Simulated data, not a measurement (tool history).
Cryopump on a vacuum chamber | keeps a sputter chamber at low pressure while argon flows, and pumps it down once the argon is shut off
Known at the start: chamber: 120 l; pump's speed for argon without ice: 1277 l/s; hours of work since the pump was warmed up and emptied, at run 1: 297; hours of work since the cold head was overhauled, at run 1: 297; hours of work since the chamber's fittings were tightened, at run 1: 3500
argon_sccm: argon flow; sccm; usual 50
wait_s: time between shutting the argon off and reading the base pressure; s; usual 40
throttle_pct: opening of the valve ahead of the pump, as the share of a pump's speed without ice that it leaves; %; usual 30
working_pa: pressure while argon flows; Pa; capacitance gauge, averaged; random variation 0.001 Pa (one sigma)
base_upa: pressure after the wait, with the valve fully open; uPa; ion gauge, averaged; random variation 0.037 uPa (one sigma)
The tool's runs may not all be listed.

run	hour	argon_sccm	wait_s	throttle_pct	hours of work since the pump was warmed up and emptied	hours of work since the cold head was overhauled	hours of work since the chamber's fittings were tightened	working_pa	base_upa
1	0	50	40	30	297	297	3500	0.2255	4.05
2	16.7	51	40	30	307	307	3510	0.2268	4.22
3	29.2	51	40	30	315	315	3518	0.2286	4.12
4	40.5	50	40	30	322	322	3525	0.2247	4.02
5	51.2	50	40	30	329	329	3531	0.228	4.07
6	67.7	50	40	30	339	339	3542	0.2257	4.14
7	79.9	22	40	30	346	346	3549	0.0991	4.09
8	94.6	50	261	30	355	355	3558	0.2258	2.57
9	106.1	50	261	18	363	363	3565	0.3731	2.54
10	118.4	50	261	18	370	370	3573	0.3725	2.52
11	136.7	68	40	30	381	381	3584	0.3067	4.2
12	153.4	68	40	30	392	392	3595	0.3083	4.13
13	167.7	50	40	20	401	401	3603	0.3358	4.11
14	182.7	50	36	17	410	410	3613	0.3957	4.42
15	194.2	89	238	59	417	417	3620	0.2077	2.65
16	211.1	76	42	54	427	427	3630	0.1948	4.03
17	222.3	76	42	54	434	434	3637	0.1938	4.07
18	241.1	45	231	26	446	446	3649	0.2345	2.59
19	258	36	40	33	456	456	3659	0.1489	4.19
20	269.5	40	25	30	463	463	3666	0.1814	5.21
21	285.5	40	25	30	473	473	3676	0.1822	5.24
22	303.3	40	44	30	484	484	3687	0.1818	4.04
# hour 317.3: leaking fittings of the chamber tightened, without venting
23	323.9	40	114	20	496	496	4	0.2713	0.89

Forecast each of these 5 alternatives for the next run:
A	341	61	21	31	506	506	15	?	?
B	341	52	114	27	506	506	15	?	?
C	341	23	27	15	506	506	15	?	?
D	341	31	25	20	506	506	15	?	?
E	341	40	46	39	506	506	15	?	?

run	working_pa	base_upa
A	0.2676	3.79
B	0.26	0.94
C	0.2066	3.01
D	0.211	3.16
E	0.1415	1.89
Without the tool's hidden state the same runs would have given:
run	working_pa	base_upa
A	0.2593	3.75
B	0.2529	0.89
C	0.2035	2.97
D	0.2068	3.12
E	0.136	1.84
